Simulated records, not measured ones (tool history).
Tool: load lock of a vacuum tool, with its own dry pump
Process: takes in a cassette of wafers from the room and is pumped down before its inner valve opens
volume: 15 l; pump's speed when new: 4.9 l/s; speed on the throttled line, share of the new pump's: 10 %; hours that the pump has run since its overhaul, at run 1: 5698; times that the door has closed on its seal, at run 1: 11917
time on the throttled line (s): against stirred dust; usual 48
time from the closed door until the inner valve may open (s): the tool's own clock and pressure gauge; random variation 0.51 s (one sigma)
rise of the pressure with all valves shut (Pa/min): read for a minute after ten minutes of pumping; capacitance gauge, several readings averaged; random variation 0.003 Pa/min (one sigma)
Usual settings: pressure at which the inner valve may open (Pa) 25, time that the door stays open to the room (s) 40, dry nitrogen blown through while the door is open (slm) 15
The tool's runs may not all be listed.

| run | hour | time on the throttled line (s) | pressure at which the inner valve may open (Pa) | time that the door stays open to the room (s) | dry nitrogen blown through while the door is open (slm) | hours that the pump has run since its overhaul | times that the door has closed on its seal | incoming humidity of the room's air, % | time from the closed door until the inner valve may open (s) | rise of the pressure with all valves shut (Pa/min) |
|---|---|---|---|---|---|---|---|---|---|---|
| 1 | 0 | 48 | 25 | 40 | 15 | 5698 | 11917 | 44.6 | 72 | 0.131 |
| 2 | 158.9 | 48 | 25 | 40 | 15 | 5857 | 12460 | 43.9 | 71.6 | 0.138 |
| 3 | 252.8 | 48 | 25 | 40 | 15 | 5951 | 12781 | 47.9 | 72.4 | 0.138 |
| 4 | 394.4 | 48 | 25 | 134 | 15 | 6093 | 13265 | 48.3 | 73.3 | 0.189 |
| 5 | 472.2 | 48 | 25 | 134 | 15 | 6171 | 13531 | 45.1 | 72.3 | 0.178 |
| 6 | 619.7 | 48 | 25 | 134 | 15 | 6318 | 14035 | 48.3 | 72.5 | 0.192 |
| 7 | 716.9 | 48 | 25 | 40 | 15 | 6415 | 14367 | 41.5 | 72.4 | 0.143 |
| 8 | 850.6 | 48 | 25 | 40 | 15 | 6549 | 14824 | 45.1 | 71.8 | 0.16 |
| 9 | 1007.7 | 48 | 25 | 40 | 18 | 6706 | 15361 | 45.4 | 72.7 | 0.162 |
| 10 | 1083.9 | 94 | 19 | 40 | 15 | 6782 | 15621 | 48.2 | 116.3 | 0.164 |
| 11 | 1247.9 | 94 | 19 | 40 | 15 | 6946 | 16181 | 43.3 | 115 | 0.165 |
| 12 | 1376.5 | 94 | 19 | 40 | 15 | 7075 | 16621 | 42.8 | 115.5 | 0.17 |
| 13 | 1541.9 | 94 | 19 | 40 | 15 | 7240 | 17186 | 45.8 | 114.4 | 0.177 |
| 14 | 1678.4 | 94 | 19 | 40 | 15 | 7377 | 17653 | 48.1 | 117.2 | 0.183 |
| 15 | 1832.3 | 48 | 25 | 42 | 15 | 7531 | 18179 | 42.4 | 73.9 | 0.18 |
| 16 | 1947.9 | 48 | 25 | 42 | 15 | 7646 | 18573 | 44.8 | 73.5 | 0.191 |

3 ways to go on from here, each from the tool as it stands after run 16. What would each give?
| A | 2096.4 | 48 | 34 | 42 | 42 | 7795 | 19081 | 41.4 | ? | ? |
| B | 2096.4 | 48 | 25 | 42 | 22 | 7795 | 19081 | 48.3 | ? | ? |
| C | 2096.4 | 48 | 21 | 42 | 7 | 7795 | 19081 | 44 | ? | ? |

| run | time from the closed door until the inner valve may open (s) | rise of the pressure with all valves shut (Pa/min) |
|---|---|---|
| A | 72.9 | 0.178 |
| B | 74.7 | 0.198 |
| C | 74.4 | 0.211 |
Without the tool's hidden state the same runs would have given:
| run | time from the closed door until the inner valve may open (s) | rise of the pressure with all valves shut (Pa/min) |
|---|---|---|
| A | 68.1 | 0.035 |
| B | 69.7 | 0.052 |
| C | 69.3 | 0.063 |

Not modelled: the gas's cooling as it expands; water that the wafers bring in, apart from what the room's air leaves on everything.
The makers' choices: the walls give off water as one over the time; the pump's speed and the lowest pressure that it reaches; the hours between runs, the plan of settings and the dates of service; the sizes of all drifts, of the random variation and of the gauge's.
